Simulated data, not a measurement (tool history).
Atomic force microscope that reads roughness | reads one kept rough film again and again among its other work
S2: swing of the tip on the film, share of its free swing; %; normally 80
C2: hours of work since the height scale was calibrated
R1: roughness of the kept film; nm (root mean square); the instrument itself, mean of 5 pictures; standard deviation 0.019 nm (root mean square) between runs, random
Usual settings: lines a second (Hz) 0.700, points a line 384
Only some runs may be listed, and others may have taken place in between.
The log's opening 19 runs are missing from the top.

{"run": 20, "hour": 373.7, "lines a second (Hz)": 0.642, "S2": 88, "points a line": 486, "pictures with this tip": 123, "C2": 67, "R1": 3.699}
{"hour": 379.8, "done": "height scale calibrated on a step standard, once more"}
{"run": 21, "hour": 406.2, "lines a second (Hz)": 0.642, "S2": 88, "points a line": 486, "pictures with this tip": 161, "C2": 19, "R1": 3.445}
{"hour": 418.7, "done": "new tip fitted"}
{"run": 22, "hour": 421.9, "lines a second (Hz)": 0.642, "S2": 88, "points a line": 486, "pictures with this tip": 4, "C2": 30, "R1": 4.556}
{"run": 23, "hour": 441.9, "lines a second (Hz)": 1.415, "S2": 57, "points a line": 486, "pictures with this tip": 29, "C2": 44, "R1": 4.531}
{"run": 24, "hour": 469.4, "lines a second (Hz)": 1.415, "S2": 57, "points a line": 486, "pictures with this tip": 62, "C2": 64, "R1": 4.27}
{"run": 25, "hour": 487.7, "lines a second (Hz)": 1.415, "S2": 57, "points a line": 486, "pictures with this tip": 84, "C2": 77, "R1": 4.125}
{"run": 26, "hour": 516.5, "lines a second (Hz)": 1.415, "S2": 75, "points a line": 517, "pictures with this tip": 119, "C2": 98, "R1": 3.728}
{"run": 27, "hour": 542.7, "lines a second (Hz)": 3.801, "S2": 80, "points a line": 464, "pictures with this tip": 150, "C2": 117, "R1": 2.961}
{"run": 28, "hour": 557.5, "lines a second (Hz)": 0.608, "S2": 80, "points a line": 441, "pictures with this tip": 168, "C2": 127, "R1": 3.562}
{"hour": 564.5, "done": "new tip fitted"}
{"run": 29, "hour": 584.9, "lines a second (Hz)": 0.608, "S2": 80, "points a line": 441, "pictures with this tip": 24, "C2": 147, "R1": 4.474}
{"run": 30, "hour": 602.4, "lines a second (Hz)": 0.608, "S2": 80, "points a line": 441, "pictures with this tip": 45, "C2": 159, "R1": 4.277}
{"run": 31, "hour": 618.8, "lines a second (Hz)": 3.605, "S2": 87, "points a line": 257, "pictures with this tip": 65, "C2": 171, "R1": 3.132}
{"run": 32, "hour": 636.4, "lines a second (Hz)": 3.605, "S2": 87, "points a line": 257, "pictures with this tip": 86, "C2": 184, "R1": 3.015}

Branching from run 32: 3 alternative next runs. What would each branch give?
{"run": "A", "hour": 660.5, "lines a second (Hz)": 1.292, "S2": 70, "points a line": 316, "pictures with this tip": 116, "C2": 201, "R1": "?"}
{"run": "B", "hour": 660.5, "lines a second (Hz)": 1.74, "S2": 87, "points a line": 989, "pictures with this tip": 116, "C2": 201, "R1": "?"}
{"run": "C", "hour": 660.5, "lines a second (Hz)": 3.285, "S2": 87, "points a line": 257, "pictures with this tip": 116, "C2": 201, "R1": "?"}

run=A R1=3.753
run=B R1=3.361
run=C R1=2.923
What these runs would have given with no unlogged condition in the tool:
run=A R1=4.611
run=B R1=4.130
run=C R1=3.592
